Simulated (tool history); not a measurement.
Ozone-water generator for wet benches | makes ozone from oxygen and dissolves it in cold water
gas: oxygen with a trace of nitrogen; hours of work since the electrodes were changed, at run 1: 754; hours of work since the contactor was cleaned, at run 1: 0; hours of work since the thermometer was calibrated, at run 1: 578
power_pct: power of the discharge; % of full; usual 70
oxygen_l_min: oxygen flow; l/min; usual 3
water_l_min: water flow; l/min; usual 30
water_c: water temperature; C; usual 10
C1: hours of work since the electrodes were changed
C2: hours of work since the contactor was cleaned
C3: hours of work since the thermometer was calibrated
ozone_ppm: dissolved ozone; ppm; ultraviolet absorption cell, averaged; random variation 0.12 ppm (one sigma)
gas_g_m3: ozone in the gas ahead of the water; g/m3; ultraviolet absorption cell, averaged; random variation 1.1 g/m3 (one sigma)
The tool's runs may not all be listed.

Run 1, hour 0: usual settings; C1 754; C2 0; C3 578. Result: ozone_ppm 10.1 ppm, gas_g_m3 183.5 g/m3.
Run 2, hour 119: usual settings; C1 826; C2 71; C3 649. Result: ozone_ppm 10.1 ppm, gas_g_m3 184.5 g/m3.
Run 3, hour 170.3: usual settings; C1 856; C2 102; C3 680. Result: ozone_ppm 10 ppm, gas_g_m3 184.4 g/m3.
Run 4, hour 280.4: usual settings; C1 922; C2 168; C3 746. Result: ozone_ppm 10.1 ppm, gas_g_m3 182.4 g/m3.
Run 5, hour 363: usual settings; C1 972; C2 218; C3 796. Result: ozone_ppm 10 ppm, gas_g_m3 183 g/m3.
Run 6, hour 439.3: usual settings but water_l_min 24 l/min; C1 1018; C2 264; C3 841. Result: ozone_ppm 12.9 ppm, gas_g_m3 181.5 g/m3.
Run 7, hour 540.3: usual settings but oxygen_l_min 2 l/min, water_l_min 24 l/min; C1 1078; C2 324; C3 902. Result: ozone_ppm 12.5 ppm, gas_g_m3 236.4 g/m3.
Run 8, hour 633.8: usual settings but oxygen_l_min 3.32 l/min; C1 1135; C2 380; C3 958. Result: ozone_ppm 10.3 ppm, gas_g_m3 170.3 g/m3.
Run 9, hour 704.6: usual settings but oxygen_l_min 4.43 l/min; C1 1177; C2 423; C3 1001. Result: ozone_ppm 10.6 ppm, gas_g_m3 142.4 g/m3.
Run 10, hour 786: usual settings but oxygen_l_min 4.43 l/min; C1 1226; C2 472; C3 1049. Result: ozone_ppm 10.6 ppm, gas_g_m3 140.6 g/m3.
Run 11, hour 851.8: usual settings but water_c 9 C; C1 1265; C2 511; C3 1089. Result: ozone_ppm 10 ppm, gas_g_m3 181.8 g/m3.
Run 12, hour 908: usual settings but water_c 9 C; C1 1299; C2 545; C3 1123. Result: ozone_ppm 10.3 ppm, gas_g_m3 183.1 g/m3.
Run 13, hour 984.1: usual settings but water_c 9 C; C1 1345; C2 591; C3 1168. Result: ozone_ppm 10.2 ppm, gas_g_m3 180.2 g/m3.
Run 14, hour 1094.7: usual settings but water_c 9 C; C1 1411; C2 657; C3 1235. Result: ozone_ppm 10.1 ppm, gas_g_m3 180.9 g/m3.
Run 15, hour 1143: usual settings but water_c 9 C; C1 1440; C2 686; C3 1264. Result: ozone_ppm 10.1 ppm, gas_g_m3 180.6 g/m3.
Run 16, hour 1224: usual settings but water_c 9 C; C1 1489; C2 735; C3 1312. Result: ozone_ppm 9.9 ppm, gas_g_m3 179 g/m3.
Run 17, hour 1305.5: usual settings but water_l_min 24 l/min; C1 1538; C2 783; C3 1361. Result: ozone_ppm 13.2 ppm, gas_g_m3 180.6 g/m3.
Run 18, hour 1392.4: usual settings but power_pct 69 % of full, oxygen_l_min 5.05 l/min, water_l_min 39 l/min, water_c 5 C; C1 1590; C2 836; C3 1413. Result: ozone_ppm 8.2 ppm, gas_g_m3 126.3 g/m3.
Run 19, hour 1494.4: usual settings but power_pct 69 % of full, oxygen_l_min 4.5 l/min, water_l_min 39 l/min, water_c 5 C; C1 1651; C2 897; C3 1475. Result: ozone_ppm 8.1 ppm, gas_g_m3 136.1 g/m3.
Run 20, hour 1612.8: usual settings but power_pct 58 % of full, oxygen_l_min 1.58 l/min, water_l_min 41 l/min, water_c 5 C; C1 1722; C2 968; C3 1546. Result: ozone_ppm 5.1 ppm, gas_g_m3 229.3 g/m3.
At hour 1638.2: gauge calibrated.
Run 21, hour 1729.8: usual settings but power_pct 58 % of full, oxygen_l_min 1.58 l/min, water_l_min 41 l/min, water_c 5 C; C1 1792; C2 1038; C3 1616. Result: ozone_ppm 5.1 ppm, gas_g_m3 237.8 g/m3.
Run 22, hour 1790.6: usual settings but power_pct 58 % of full, oxygen_l_min 1.58 l/min, water_l_min 41 l/min, water_c 5 C; C1 1829; C2 1075; C3 1652. Result: ozone_ppm 5.2 ppm, gas_g_m3 238.1 g/m3.
Run 23, hour 1842.4: usual settings but oxygen_l_min 4.54 l/min, water_c 18 C; C1 1860; C2 1106; C3 1683. Result: ozone_ppm 9.8 ppm, gas_g_m3 141.7 g/m3.
Run 24, hour 1896.3: usual settings but power_pct 59 % of full, oxygen_l_min 4.54 l/min; C1 1892; C2 1138; C3 1716. Result: ozone_ppm 9.3 ppm, gas_g_m3 122 g/m3.
Run 25, hour 1965.1: usual settings but water_l_min 32 l/min; C1 1934; C2 1179; C3 1757. Result: ozone_ppm 9.5 ppm, gas_g_m3 184 g/m3.
Run 26, hour 2053.9: usual settings but power_pct 43 % of full, water_l_min 32 l/min; C1 1987; C2 1233; C3 1810. Result: ozone_ppm 6.2 ppm, gas_g_m3 120 g/m3.
Run 27, hour 2168.6: usual settings but power_pct 68 % of full, oxygen_l_min 5.2 l/min, water_c 6 C; C1 2056; C2 1301; C3 1879. Result: ozone_ppm 10.7 ppm, gas_g_m3 126.2 g/m3.
Run 28, hour 2256.6: usual settings but power_pct 49 % of full, water_l_min 25 l/min, water_c 15 C; C1 2108; C2 1354; C3 1932. Result: ozone_ppm 8.9 ppm, gas_g_m3 134.7 g/m3.
Run 29, hour 2315.1: usual settings but power_pct 49 % of full, water_l_min 25 l/min, water_c 15 C; C1 2144; C2 1389; C3 1967. Result: ozone_ppm 8.8 ppm, gas_g_m3 134.5 g/m3.
Run 30, hour 2380.1: usual settings but power_pct 49 % of full, water_l_min 25 l/min, water_c 15 C; C1 2183; C2 1428; C3 2006. Result: ozone_ppm 8.8 ppm, gas_g_m3 136.2 g/m3.
Run 31, hour 2442.3: usual settings but power_pct 73 % of full, oxygen_l_min 1.94 l/min, water_l_min 21 l/min, water_c 6 C; C1 2220; C2 1466; C3 2044. Result: ozone_ppm 15.3 ppm, gas_g_m3 249.6 g/m3.
Run 32, hour 2496.3: usual settings but power_pct 94 % of full, oxygen_l_min 1.94 l/min, water_l_min 21 l/min, water_c 6 C; C1 2252; C2 1498; C3 2076. Result: ozone_ppm 18.8 ppm, gas_g_m3 308.2 g/m3.
Run 33, hour 2562.1: usual settings but power_pct 94 % of full, oxygen_l_min 1.94 l/min, water_l_min 21 l/min, water_c 6 C; C1 2292; C2 1538; C3 2115. Result: ozone_ppm 18.7 ppm, gas_g_m3 303.8 g/m3.

Hidden state at the last listed run before each entry between runs and at the first one after, where it differs:
Between runs 20 and 21: gauge calibrated (hour 1638.2)
  drift of the gauge itself on gas_g_m3, %: -2.9 -> -0.16
  measured less the result without the state, gas_g_m3: -6.9 -> -0.5 g/m3

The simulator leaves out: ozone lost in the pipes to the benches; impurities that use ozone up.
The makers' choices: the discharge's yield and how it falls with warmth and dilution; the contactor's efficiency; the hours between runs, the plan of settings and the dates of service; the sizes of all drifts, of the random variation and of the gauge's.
